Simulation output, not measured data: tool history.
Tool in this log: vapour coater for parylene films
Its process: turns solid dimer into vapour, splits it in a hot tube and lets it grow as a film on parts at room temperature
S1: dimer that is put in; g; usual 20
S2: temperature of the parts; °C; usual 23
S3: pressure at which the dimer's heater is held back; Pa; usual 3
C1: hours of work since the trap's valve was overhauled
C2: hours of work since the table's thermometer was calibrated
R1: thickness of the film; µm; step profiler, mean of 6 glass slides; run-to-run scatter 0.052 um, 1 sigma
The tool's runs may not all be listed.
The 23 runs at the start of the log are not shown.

{"run": 24, "hour": 1220.8, "S1": 10, "S2": 23, "S3": 3, "C1": 493, "C2": 2126, "R1": 3.37}
{"run": 25, "hour": 1284.9, "S1": 10, "S2": 23, "S3": 3, "C1": 524, "C2": 2157, "R1": 3.36}
{"hour": 1334.1, "done": "trap's valve overhauled"}
{"run": 26, "hour": 1361.8, "S1": 18, "S2": 16, "S3": 10.94, "C1": 13, "C2": 2193, "R1": 6.49}
{"run": 27, "hour": 1425.9, "S1": 20, "S2": 32, "S3": 3, "C1": 45, "C2": 2224, "R1": 4.74}
{"run": 28, "hour": 1483.4, "S1": 18, "S2": 19, "S3": 3.56, "C1": 72, "C2": 2252, "R1": 7.05}
{"run": 29, "hour": 1551.4, "S1": 18, "S2": 19, "S3": 3.56, "C1": 105, "C2": 2285, "R1": 6.92}
{"hour": 1606.8, "done": "table's thermometer calibrated"}
{"run": 30, "hour": 1628.1, "S1": 10, "S2": 23, "S3": 6.08, "C1": 142, "C2": 10, "R1": 3.02}
{"run": 31, "hour": 1702.5, "S1": 8, "S2": 19, "S3": 6.08, "C1": 178, "C2": 46, "R1": 2.82}
{"run": 32, "hour": 1747.9, "S1": 11, "S2": 23, "S3": 3, "C1": 200, "C2": 68, "R1": 3.67}
{"run": 33, "hour": 1809.3, "S1": 27, "S2": 24, "S3": 3.48, "C1": 230, "C2": 98, "R1": 8.68}
{"run": 34, "hour": 1845.4, "S1": 18, "S2": 23, "S3": 10.58, "C1": 247, "C2": 116, "R1": 4.92}
{"run": 35, "hour": 1897.6, "S1": 18, "S2": 23, "S3": 10.58, "C1": 273, "C2": 141, "R1": 4.97}
{"run": 36, "hour": 1963.4, "S1": 8, "S2": 23, "S3": 10.71, "C1": 305, "C2": 173, "R1": 2.17}
{"run": 37, "hour": 2014.3, "S1": 8, "S2": 18, "S3": 5.95, "C1": 329, "C2": 198, "R1": 2.87}
{"run": 38, "hour": 2067.1, "S1": 27, "S2": 16, "S3": 8.69, "C1": 355, "C2": 223, "R1": 10.06}
{"run": 39, "hour": 2116.8, "S1": 27, "S2": 16, "S3": 8.69, "C1": 379, "C2": 247, "R1": 10.09}
{"run": 40, "hour": 2170.8, "S1": 21, "S2": 23, "S3": 11.96, "C1": 405, "C2": 273, "R1": 5.68}
{"run": 41, "hour": 2226.8, "S1": 8, "S2": 16, "S3": 11.96, "C1": 432, "C2": 301, "R1": 2.83}
{"run": 42, "hour": 2286.0, "S1": 34, "S2": 17, "S3": 8.95, "C1": 461, "C2": 329, "R1": 12.1}
{"run": 43, "hour": 2321.6, "S1": 34, "S2": 17, "S3": 8.95, "C1": 478, "C2": 347, "R1": 12.31}
{"run": 44, "hour": 2384.0, "S1": 17, "S2": 28, "S3": 7.87, "C1": 508, "C2": 377, "R1": 3.96}
{"run": 45, "hour": 2435.9, "S1": 17, "S2": 28, "S3": 7.87, "C1": 534, "C2": 402, "R1": 3.98}
{"hour": 2465.8, "done": "trap's valve overhauled"}
{"run": 46, "hour": 2494.4, "S1": 35, "S2": 25, "S3": 7.87, "C1": 14, "C2": 428, "R1": 9.26}
{"run": 47, "hour": 2545.0, "S1": 8, "S2": 25, "S3": 7.87, "C1": 38, "C2": 453, "R1": 2.12}

Forecast each of these 4 alternatives for the next run:
{"run": "A", "hour": 2606.9, "S1": 25, "S2": 29, "S3": 4.11, "C1": 68, "C2": 483, "R1": "?"}
{"run": "B", "hour": 2606.9, "S1": 20, "S2": 23, "S3": 2.42, "C1": 68, "C2": 483, "R1": "?"}
{"run": "C", "hour": 2606.9, "S1": 8, "S2": 27, "S3": 4.17, "C1": 68, "C2": 483, "R1": "?"}
{"run": "D", "hour": 2606.9, "S1": 25, "S2": 19, "S3": 7.87, "C1": 68, "C2": 483, "R1": "?"}

run=A R1=6.32
run=B R1=7
run=C R1=2.15
run=D R1=8.45
What these runs would have given with no unlogged condition in the tool:
run=A R1=6.32
run=B R1=7
run=C R1=2.15
run=D R1=8.46
